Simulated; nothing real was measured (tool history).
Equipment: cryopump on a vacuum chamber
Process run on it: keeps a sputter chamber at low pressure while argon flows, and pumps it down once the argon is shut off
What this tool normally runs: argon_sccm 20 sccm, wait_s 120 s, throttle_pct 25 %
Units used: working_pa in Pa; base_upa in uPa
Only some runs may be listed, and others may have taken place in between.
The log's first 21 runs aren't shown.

run,day,argon_sccm,wait_s,throttle_pct,hours of work since the pump was warmed up and emptied,hours of work since the cold head was overhauled,hours of work since the chamber's fittings were tightened,working_pa,base_upa
22,11.183,16,120,28,457,457,62,0.0518,0.76
23,11.900,16,120,28,471,471,76,0.0532,0.77
24,12.225,16,57,28,477,477,82,0.0526,1.33
25,12.675,21,264,38,486,486,91,0.0536,0.54
26,13.288,38,94,41,498,498,103,0.0880,0.96
27,13.912,17,120,25,510,510,115,0.0623,0.83
28,14.383,10,110,37,519,519,125,0.0254,0.89
29,14.967,16,164,30,531,531,136,0.0499,0.69
# day 15.288: pump warmed up, emptied and cooled again
30,15.738,16,164,30,9,542,147,0.0449,0.64
31,16.092,9,73,30,16,549,154,0.0247,1.04
32,16.692,9,73,30,28,561,166,0.0253,1.12
33,17.171,9,73,30,37,570,175,0.0252,1.10
34,17.771,19,38,47,49,582,187,0.0346,1.86
35,18.296,9,38,51,59,592,197,0.0155,1.82

3 options for the next run, each taken on its own from the tool as it stands now. Forecast them:
A,18.833,8,73,51,70,603,208,?,?
B,18.833,11,59,51,70,603,208,?,?
C,18.833,9,169,59,70,603,208,?,?

run,working_pa,base_upa
A,0.0133,1.10
B,0.0195,1.25
C,0.0144,0.63
Without the tool's hidden state the same runs would have given:
run,working_pa,base_upa
A,0.0130,0.96
B,0.0190,1.11
C,0.0140,0.50
